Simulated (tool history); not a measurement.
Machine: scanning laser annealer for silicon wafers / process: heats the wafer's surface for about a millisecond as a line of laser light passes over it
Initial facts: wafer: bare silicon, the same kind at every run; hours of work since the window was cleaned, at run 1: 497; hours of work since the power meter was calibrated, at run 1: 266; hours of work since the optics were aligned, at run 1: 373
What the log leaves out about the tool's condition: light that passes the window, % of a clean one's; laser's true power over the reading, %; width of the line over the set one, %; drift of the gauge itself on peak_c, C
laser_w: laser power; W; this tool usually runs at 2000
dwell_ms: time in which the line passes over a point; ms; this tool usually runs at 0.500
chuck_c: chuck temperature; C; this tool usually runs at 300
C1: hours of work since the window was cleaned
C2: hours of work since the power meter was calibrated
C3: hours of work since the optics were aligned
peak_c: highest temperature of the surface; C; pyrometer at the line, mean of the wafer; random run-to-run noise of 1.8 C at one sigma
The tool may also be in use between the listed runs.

{"run": 1, "hour": 0.0, "laser_w": 2000, "dwell_ms": 0.5, "chuck_c": 300, "C1": 497, "C2": 266, "C3": 373, "peak_c": 996}
{"run": 2, "hour": 8.0, "laser_w": 2000, "dwell_ms": 0.5, "chuck_c": 300, "C1": 502, "C2": 272, "C3": 378, "peak_c": 994}
{"run": 3, "hour": 23.0, "laser_w": 2007, "dwell_ms": 0.5, "chuck_c": 300, "C1": 512, "C2": 282, "C3": 388, "peak_c": 997}
{"run": 4, "hour": 33.7, "laser_w": 2007, "dwell_ms": 0.5, "chuck_c": 300, "C1": 520, "C2": 289, "C3": 396, "peak_c": 998}
{"run": 5, "hour": 50.0, "laser_w": 2007, "dwell_ms": 0.5, "chuck_c": 300, "C1": 531, "C2": 300, "C3": 407, "peak_c": 999}
{"run": 6, "hour": 65.4, "laser_w": 2007, "dwell_ms": 0.5, "chuck_c": 300, "C1": 541, "C2": 311, "C3": 417, "peak_c": 997}
{"run": 7, "hour": 77.5, "laser_w": 1946, "dwell_ms": 0.5, "chuck_c": 300, "C1": 549, "C2": 319, "C3": 425, "peak_c": 970}
{"run": 8, "hour": 87.1, "laser_w": 1946, "dwell_ms": 0.5, "chuck_c": 316, "C1": 556, "C2": 325, "C3": 432, "peak_c": 983}
{"run": 9, "hour": 101.4, "laser_w": 2083, "dwell_ms": 0.5, "chuck_c": 300, "C1": 566, "C2": 335, "C3": 441, "peak_c": 1023}
{"run": 10, "hour": 117.1, "laser_w": 2083, "dwell_ms": 0.5, "chuck_c": 300, "C1": 576, "C2": 346, "C3": 452, "peak_c": 1022}
{"run": 11, "hour": 126.1, "laser_w": 2083, "dwell_ms": 0.5, "chuck_c": 300, "C1": 582, "C2": 352, "C3": 458, "peak_c": 1020}
{"run": 12, "hour": 134.2, "laser_w": 1905, "dwell_ms": 0.5, "chuck_c": 300, "C1": 588, "C2": 357, "C3": 464, "peak_c": 947}
{"run": 13, "hour": 149.8, "laser_w": 1905, "dwell_ms": 0.508, "chuck_c": 278, "C1": 598, "C2": 368, "C3": 474, "peak_c": 932}

What will run 14 give?
{"run": 14, "hour": 168.7, "laser_w": 2114, "dwell_ms": 0.591, "chuck_c": 297, "C1": 611, "C2": 381, "C3": 487, "peak_c": "?"}

{"run 14": {"peak_c": 1088}}
Were there no unlogged condition in the tool, this run, its random variation unchanged, would have produced peak_c 1151 C.

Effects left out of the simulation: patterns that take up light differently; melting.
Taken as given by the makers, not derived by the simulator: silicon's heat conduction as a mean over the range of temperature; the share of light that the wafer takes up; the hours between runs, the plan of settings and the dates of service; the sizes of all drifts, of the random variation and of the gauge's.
